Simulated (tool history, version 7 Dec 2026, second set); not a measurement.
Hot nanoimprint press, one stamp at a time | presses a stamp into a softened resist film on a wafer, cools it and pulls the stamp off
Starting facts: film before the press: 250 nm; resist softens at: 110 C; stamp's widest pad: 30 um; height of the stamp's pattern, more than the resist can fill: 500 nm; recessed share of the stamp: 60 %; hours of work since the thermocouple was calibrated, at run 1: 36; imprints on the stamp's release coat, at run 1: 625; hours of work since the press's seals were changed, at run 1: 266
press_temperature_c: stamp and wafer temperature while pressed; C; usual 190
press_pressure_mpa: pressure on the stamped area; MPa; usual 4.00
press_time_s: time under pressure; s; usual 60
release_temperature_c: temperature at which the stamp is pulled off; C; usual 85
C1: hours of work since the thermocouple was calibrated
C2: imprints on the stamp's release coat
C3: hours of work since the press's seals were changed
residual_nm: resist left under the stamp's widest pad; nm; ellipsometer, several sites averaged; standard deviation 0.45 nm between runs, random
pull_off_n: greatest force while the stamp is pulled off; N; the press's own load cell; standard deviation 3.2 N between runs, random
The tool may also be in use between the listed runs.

{"run": 1, "hour": 0.0, "press_temperature_c": 190, "press_pressure_mpa": 4.0, "press_time_s": 60, "release_temperature_c": 85, "C1": 36, "C2": 625, "C3": 266, "residual_nm": 129.7, "pull_off_n": 151}
{"run": 2, "hour": 26.1, "press_temperature_c": 200, "press_pressure_mpa": 4.0, "press_time_s": 60, "release_temperature_c": 85, "C1": 47, "C2": 667, "C3": 277, "residual_nm": 98.5, "pull_off_n": 147}
{"run": 3, "hour": 54.9, "press_temperature_c": 200, "press_pressure_mpa": 4.0, "press_time_s": 60, "release_temperature_c": 85, "C1": 59, "C2": 713, "C3": 290, "residual_nm": 98.6, "pull_off_n": 153}
{"run": 4, "hour": 105.0, "press_temperature_c": 200, "press_pressure_mpa": 4.0, "press_time_s": 60, "release_temperature_c": 85, "C1": 81, "C2": 794, "C3": 311, "residual_nm": 98.3, "pull_off_n": 153}
{"run": 5, "hour": 160.7, "press_temperature_c": 200, "press_pressure_mpa": 4.0, "press_time_s": 60, "release_temperature_c": 85, "C1": 105, "C2": 883, "C3": 335, "residual_nm": 98.3, "pull_off_n": 158}
{"run": 6, "hour": 205.2, "press_temperature_c": 200, "press_pressure_mpa": 4.0, "press_time_s": 60, "release_temperature_c": 85, "C1": 124, "C2": 954, "C3": 354, "residual_nm": 98.0, "pull_off_n": 149}
{"run": 7, "hour": 232.6, "press_temperature_c": 200, "press_pressure_mpa": 4.0, "press_time_s": 60, "release_temperature_c": 85, "C1": 136, "C2": 998, "C3": 366, "residual_nm": 98.6, "pull_off_n": 154}
{"run": 8, "hour": 289.7, "press_temperature_c": 190, "press_pressure_mpa": 4.0, "press_time_s": 60, "release_temperature_c": 85, "C1": 160, "C2": 1089, "C3": 391, "residual_nm": 129.7, "pull_off_n": 155}
{"run": 9, "hour": 323.7, "press_temperature_c": 190, "press_pressure_mpa": 4.0, "press_time_s": 60, "release_temperature_c": 85, "C1": 175, "C2": 1144, "C3": 405, "residual_nm": 130.7, "pull_off_n": 157}
{"run": 10, "hour": 387.4, "press_temperature_c": 200, "press_pressure_mpa": 4.0, "press_time_s": 60, "release_temperature_c": 85, "C1": 202, "C2": 1246, "C3": 432, "residual_nm": 98.7, "pull_off_n": 151}
{"run": 11, "hour": 417.9, "press_temperature_c": 200, "press_pressure_mpa": 4.0, "press_time_s": 60, "release_temperature_c": 85, "C1": 215, "C2": 1295, "C3": 446, "residual_nm": 98.2, "pull_off_n": 153}
{"run": 12, "hour": 459.9, "press_temperature_c": 190, "press_pressure_mpa": 4.0, "press_time_s": 60, "release_temperature_c": 92, "C1": 233, "C2": 1362, "C3": 464, "residual_nm": 129.8, "pull_off_n": 131}
{"run": 13, "hour": 503.8, "press_temperature_c": 184, "press_pressure_mpa": 4.0, "press_time_s": 60, "release_temperature_c": 85, "C1": 252, "C2": 1433, "C3": 482, "residual_nm": 151.9, "pull_off_n": 148}
{"hour": 514.8, "done": "stamp cleaned and given a new release coat"}
{"run": 14, "hour": 552.1, "press_temperature_c": 190, "press_pressure_mpa": 4.0, "press_time_s": 60, "release_temperature_c": 85, "C1": 270, "C2": 59, "C3": 501, "residual_nm": 129.1, "pull_off_n": 149}
{"run": 15, "hour": 603.7, "press_temperature_c": 190, "press_pressure_mpa": 4.0, "press_time_s": 60, "release_temperature_c": 85, "C1": 292, "C2": 142, "C3": 523, "residual_nm": 130.1, "pull_off_n": 155}
{"run": 16, "hour": 640.7, "press_temperature_c": 190, "press_pressure_mpa": 4.0, "press_time_s": 51, "release_temperature_c": 84, "C1": 308, "C2": 201, "C3": 539, "residual_nm": 137.2, "pull_off_n": 154}
{"hour": 652.7, "done": "press's hydraulic seals changed and the load cell set to zero"}
{"run": 17, "hour": 687.7, "press_temperature_c": 190, "press_pressure_mpa": 4.0, "press_time_s": 51, "release_temperature_c": 89, "C1": 325, "C2": 264, "C3": 15, "residual_nm": 136.9, "pull_off_n": 144}
{"run": 18, "hour": 733.1, "press_temperature_c": 190, "press_pressure_mpa": 4.0, "press_time_s": 51, "release_temperature_c": 89, "C1": 344, "C2": 337, "C3": 35, "residual_nm": 137.0, "pull_off_n": 135}
{"run": 19, "hour": 780.0, "press_temperature_c": 187, "press_pressure_mpa": 4.0, "press_time_s": 107, "release_temperature_c": 72, "C1": 364, "C2": 412, "C3": 55, "residual_nm": 115.5, "pull_off_n": 200}
{"run": 20, "hour": 839.3, "press_temperature_c": 190, "press_pressure_mpa": 3.59, "press_time_s": 45, "release_temperature_c": 85, "C1": 390, "C2": 507, "C3": 80, "residual_nm": 148.7, "pull_off_n": 147}
{"run": 21, "hour": 891.1, "press_temperature_c": 190, "press_pressure_mpa": 3.59, "press_time_s": 45, "release_temperature_c": 85, "C1": 412, "C2": 590, "C3": 102, "residual_nm": 148.8, "pull_off_n": 153}
{"run": 22, "hour": 941.8, "press_temperature_c": 190, "press_pressure_mpa": 3.24, "press_time_s": 119, "release_temperature_c": 85, "C1": 434, "C2": 671, "C3": 124, "residual_nm": 111.2, "pull_off_n": 153}
{"hour": 948.0, "done": "plate thermocouple calibrated"}
{"run": 23, "hour": 1003.4, "press_temperature_c": 190, "press_pressure_mpa": 3.24, "press_time_s": 119, "release_temperature_c": 85, "C1": 24, "C2": 765, "C3": 149, "residual_nm": 111.5, "pull_off_n": 151}
{"run": 24, "hour": 1043.2, "press_temperature_c": 190, "press_pressure_mpa": 3.24, "press_time_s": 119, "release_temperature_c": 85, "C1": 41, "C2": 829, "C3": 166, "residual_nm": 111.9, "pull_off_n": 151}
{"run": 25, "hour": 1071.0, "press_temperature_c": 190, "press_pressure_mpa": 4.0, "press_time_s": 37, "release_temperature_c": 85, "C1": 53, "C2": 873, "C3": 178, "residual_nm": 151.0, "pull_off_n": 148}
{"run": 26, "hour": 1114.5, "press_temperature_c": 190, "press_pressure_mpa": 4.0, "press_time_s": 37, "release_temperature_c": 85, "C1": 71, "C2": 943, "C3": 197, "residual_nm": 151.9, "pull_off_n": 148}
{"run": 27, "hour": 1168.5, "press_temperature_c": 194, "press_pressure_mpa": 6.12, "press_time_s": 60, "release_temperature_c": 91, "C1": 95, "C2": 1029, "C3": 220, "residual_nm": 94.7, "pull_off_n": 126}
{"run": 28, "hour": 1214.9, "press_temperature_c": 194, "press_pressure_mpa": 6.12, "press_time_s": 60, "release_temperature_c": 91, "C1": 115, "C2": 1104, "C3": 240, "residual_nm": 94.9, "pull_off_n": 131}
{"run": 29, "hour": 1276.0, "press_temperature_c": 195, "press_pressure_mpa": 5.12, "press_time_s": 75, "release_temperature_c": 79, "C1": 141, "C2": 1202, "C3": 266, "residual_nm": 92.4, "pull_off_n": 173}

Consider 5 possible next runs. They are alternatives, not a sequence: every one starts from the tool as it was left by run 29. What does each give?
{"run": "A", "hour": 1325.2, "press_temperature_c": 195, "press_pressure_mpa": 5.12, "press_time_s": 75, "release_temperature_c": 72, "C1": 162, "C2": 1281, "C3": 287, "residual_nm": "?", "pull_off_n": "?"}
{"run": "B", "hour": 1325.2, "press_temperature_c": 195, "press_pressure_mpa": 3.26, "press_time_s": 60, "release_temperature_c": 74, "C1": 162, "C2": 1281, "C3": 287, "residual_nm": "?", "pull_off_n": "?"}
{"run": "C", "hour": 1325.2, "press_temperature_c": 201, "press_pressure_mpa": 3.24, "press_time_s": 60, "release_temperature_c": 85, "C1": 162, "C2": 1281, "C3": 287, "residual_nm": "?", "pull_off_n": "?"}
{"run": "D", "hour": 1325.2, "press_temperature_c": 190, "press_pressure_mpa": 4.07, "press_time_s": 60, "release_temperature_c": 85, "C1": 162, "C2": 1281, "C3": 287, "residual_nm": "?", "pull_off_n": "?"}
{"run": "E", "hour": 1325.2, "press_temperature_c": 195, "press_pressure_mpa": 2.64, "press_time_s": 75, "release_temperature_c": 79, "C1": 162, "C2": 1281, "C3": 287, "residual_nm": "?", "pull_off_n": "?"}

run=A residual_nm=92.3 pull_off_n=191
run=B residual_nm=123.8 pull_off_n=190
run=C residual_nm=106.3 pull_off_n=146
run=D residual_nm=128.5 pull_off_n=153
run=E residual_nm=125.7 pull_off_n=171
Had the tool no hidden state, the same runs would have come out as:
run=A residual_nm=92.2 pull_off_n=189
run=B residual_nm=123.8 pull_off_n=188
run=C residual_nm=106.3 pull_off_n=144
run=D residual_nm=128.4 pull_off_n=151
run=E residual_nm=125.6 pull_off_n=169
